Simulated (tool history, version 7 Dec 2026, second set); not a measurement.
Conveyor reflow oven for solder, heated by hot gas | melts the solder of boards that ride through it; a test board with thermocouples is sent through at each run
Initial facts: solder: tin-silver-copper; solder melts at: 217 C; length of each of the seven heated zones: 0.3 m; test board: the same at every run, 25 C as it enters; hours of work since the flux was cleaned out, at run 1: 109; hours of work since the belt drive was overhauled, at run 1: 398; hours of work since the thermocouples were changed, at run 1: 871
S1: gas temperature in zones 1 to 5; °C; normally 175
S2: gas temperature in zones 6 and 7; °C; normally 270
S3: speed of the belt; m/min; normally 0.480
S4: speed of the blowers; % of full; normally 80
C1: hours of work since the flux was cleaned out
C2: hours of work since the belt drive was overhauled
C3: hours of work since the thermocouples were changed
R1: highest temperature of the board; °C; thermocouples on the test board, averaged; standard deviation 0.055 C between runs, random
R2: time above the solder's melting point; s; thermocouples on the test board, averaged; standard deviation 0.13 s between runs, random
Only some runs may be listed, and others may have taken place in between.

run,hour,S1,S2,S3,S4,C1,C2,C3,R1,R2
1,0.0,175,270,0.480,80,109,398,871,259.92,62.6
2,21.9,161,270,0.480,80,118,407,880,258.11,57.4
3,46.3,161,270,0.480,80,128,416,890,258.05,57.2
4,86.8,175,270,0.480,80,144,433,906,259.71,62.8
5,120.2,175,270,0.480,80,157,446,919,259.63,62.6
6,143.2,175,270,0.480,60,167,455,929,257.22,60.8
7,167.7,175,270,0.489,80,176,465,938,259.05,61.0
8,207.7,172,270,0.489,80,192,481,954,258.54,59.9
# hour 224.5: thermocouples of zones 6 and 7 changed
9,238.6,172,282,0.489,80,204,493,6,267.17,64.0
10,262.8,175,282,0.401,76,214,502,15,272.44,82.6
11,301.5,175,282,0.401,76,229,518,31,272.42,82.8
12,335.7,175,282,0.401,76,243,532,45,272.46,82.7
# hour 346.0: flux residue cleaned out of gas plates and filters
13,358.2,175,279,0.504,59,5,539,52,262.94,61.1
14,396.2,175,279,0.504,59,20,554,67,262.72,60.9
15,424.3,176,265,0.478,62,31,565,78,252.34,58.7

The next listed run, before its measurement:
16,444.8,172,270,0.480,80,40,573,86,?,?

R1: 258.21 °C
R2: 61.2 s
Minus the tool's unlogged condition, the same run would have read R1 258.59 °C, R2 60.6 s.
